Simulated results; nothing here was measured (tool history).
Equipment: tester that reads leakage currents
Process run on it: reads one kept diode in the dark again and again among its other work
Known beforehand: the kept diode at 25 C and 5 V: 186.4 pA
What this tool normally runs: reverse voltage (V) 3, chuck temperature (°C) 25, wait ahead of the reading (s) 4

run	hour	reverse voltage (V)	chuck temperature (°C)	wait ahead of the reading (s)	current that the tester gives (pA)
1	0	3	25	4	146.58
2	115.9	3	25	4	145.7
# hour 182.4: probe card cleaned and baked
3	302.4	3	25	4	142.27
4	476.4	2.87	25	4	139.14
5	682.2	6.03	25	4	191.71
6	834.7	6.03	25	0.5	194.42
7	952.3	6.03	25	0.5	193.67
8	1141.6	3	23	4	118.24
9	1323.4	3	23	4	117.92
# hour 1340.3: chuck's temperature calibrated
10	1467.9	3	23	3.42	124.26
11	1602.1	14.69	25	4	295.39
12	1795.1	14.69	25	4	298.21
13	1969.7	3	25	8.69	148.68
14	2086.3	15.63	35	8.69	712.81
15	2212.6	2.84	57	8.69	1882.35
16	2386.9	19.02	57	0.76	4191.98
17	2487	2.09	28	9.68	164.09
18	2687.3	2.09	28	9.68	163.74
19	2841.3	19.26	28	5.07	428.58
20	2975.5	8.12	34	4.49	488.41
21	3164.9	2.22	24	4.4	117.85
22	3313.5	2.22	50	4.4	993.78
23	3434.1	2.22	50	0.63	991.28
24	3628.3	2.22	50	0.63	998.7
25	3723.4	5.27	25	9.11	186.36
26	3831	1.45	56	3.71	1282.75

Below are 5 alternative next runs, each starting from the tool's condition after run 26. Predict each:
A	3935.8	10.99	27	7.24	?
B	3935.8	11.93	30	0.32	?
C	3935.8	14.62	28	4.45	?
D	3935.8	1.45	35	3.71	?
E	3935.8	1.38	37	4.53	?

run	current that the tester gives (pA)
A	305.11
B	417.11
C	375.83
D	249.62
E	288.84
With no hidden state in the tool, these same runs would have given:
run	current that the tester gives (pA)
A	311.53
B	427.33
C	383.02
D	259.17
E	299.97

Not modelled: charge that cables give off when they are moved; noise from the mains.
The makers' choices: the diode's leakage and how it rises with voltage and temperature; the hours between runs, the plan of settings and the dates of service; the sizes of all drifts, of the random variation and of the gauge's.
